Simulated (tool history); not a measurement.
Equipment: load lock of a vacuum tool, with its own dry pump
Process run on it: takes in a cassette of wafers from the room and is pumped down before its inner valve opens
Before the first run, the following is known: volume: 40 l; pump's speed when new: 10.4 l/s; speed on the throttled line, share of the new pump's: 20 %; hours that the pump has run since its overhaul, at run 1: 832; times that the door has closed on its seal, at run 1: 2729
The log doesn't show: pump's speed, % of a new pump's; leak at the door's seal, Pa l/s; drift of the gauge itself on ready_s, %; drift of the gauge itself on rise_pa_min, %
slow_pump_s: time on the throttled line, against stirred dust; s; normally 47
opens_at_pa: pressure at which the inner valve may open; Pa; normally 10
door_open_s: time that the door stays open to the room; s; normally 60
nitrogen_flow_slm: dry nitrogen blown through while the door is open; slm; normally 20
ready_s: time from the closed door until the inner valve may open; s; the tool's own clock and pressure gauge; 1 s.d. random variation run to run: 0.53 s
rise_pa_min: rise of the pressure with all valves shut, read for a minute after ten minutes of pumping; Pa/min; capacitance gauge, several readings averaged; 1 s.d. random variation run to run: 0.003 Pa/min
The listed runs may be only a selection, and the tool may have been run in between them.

run	day	slow_pump_s	opens_at_pa	door_open_s	nitrogen_flow_slm	hours that the pump has run since its overhaul	times that the door has closed on its seal	incoming humidity of the room's air, %	ready_s	rise_pa_min
1	0	47	10	60	20	832	2729	45.4	73	0.031
2	12.008	47	10	60	20	1120	3134	47.6	74.4	0.038
3	27.204	47	8	60	20	1485	3646	45	74.7	0.032
4	40.392	47	8	60	6	1801	4091	45.4	74.4	0.058
5	56.533	47	8	31	6	2188	4635	43.1	75.2	0.031
6	69.767	47	8	31	6	2506	5081	44.7	75.3	0.036
7	88.092	47	10	77	20	2946	5699	43.3	73.8	0.036
8	102.767	47	14	60	20	3298	6194	46.3	72	0.037
9	120.804	47	14	60	20	3731	6802	42.6	72.7	0.036
10	130.267	47	10	60	20	3958	7121	44.6	72.9	0.033
11	144.679	47	10	60	20	4304	7607	42.7	72.6	0.033
12	156.471	32	10	60	20	4587	8004	48.3	62.1	0.035
13	168.938	32	10	60	20	4886	8425	42.5	61.6	0.026
14	187.838	32	10	60	20	5340	9062	49.9	62.3	0.038
15	203.279	52	10	60	20	5710	9582	47.6	77	0.036
16	216.375	52	10	60	20	6025	10024	46.1	76.7	0.032
17	228.812	52	10	60	20	6323	10443	45.2	76.9	0.035
18	244.025	52	10	60	20	6688	10956	45.9	77.8	0.031
19	256.788	52	12	60	20	6995	11386	44	77.7	0.034
20	271.933	52	12	60	20	7358	11897	43.9	76.2	0.033
21	284.117	59	10	60	20	7651	12308	48.2	84.1	0.032
22	302.846	41	10	60	20	8100	12939	44.2	69.7	0.034
23	315.329	41	9	127	20	8400	13360	47.5	69.4	0.055
24	327.588	92	10	196	14	8694	13773	42.8	109.8	0.091
25	345.025	47	8	60	9	9112	14361	41.8	75.1	0.045
26	354.083	32	7	68	20	9330	14667	46	62.8	0.035
27	370.221	32	7	68	20	9717	15211	45.2	62.9	0.041
28	381.583	32	7	68	20	9990	15594	45.6	63.2	0.03
29	396.808	29	13	48	7	10355	16107	44.7	58	0.049
30	415.808	25	12	45	20	10811	16748	47.1	55.4	0.028
31	433.775	25	12	45	20	11242	17353	46.6	54.7	0.027
32	448.775	25	12	45	20	11602	17859	46.1	55.6	0.028
33	459.488	25	12	45	20	11859	18220	49.2	55.7	0.033
34	470.5	25	12	53	20	12124	18591	46.9	55.4	0.034
35	484.212	25	12	53	20	12453	19054	44.8	55.4	0.033
36	495.425	53	12	53	4	12722	19432	45.2	77.2	0.059

Branching from run 36: 5 alternative next runs. What would each branch give?
A	514.246	47	11	60	8	13174	20066	47.5	?	?
B	514.246	47	10	60	12	13174	20066	45.6	?	?
C	514.246	30	9	53	16	13174	20066	47.3	?	?
D	514.246	53	12	72	9	13174	20066	47.4	?	?
E	514.246	47	17	60	20	13174	20066	43.2	?	?

run	ready_s	rise_pa_min
A	73	0.051
B	73.6	0.043
C	60.5	0.043
D	78.2	0.057
E	71.4	0.032
Without the tool's unlogged condition, the same runs would have read:
run	ready_s	rise_pa_min
A	73	0.049
B	73.6	0.041
C	60.5	0.04
D	78.1	0.054
E	71.4	0.03
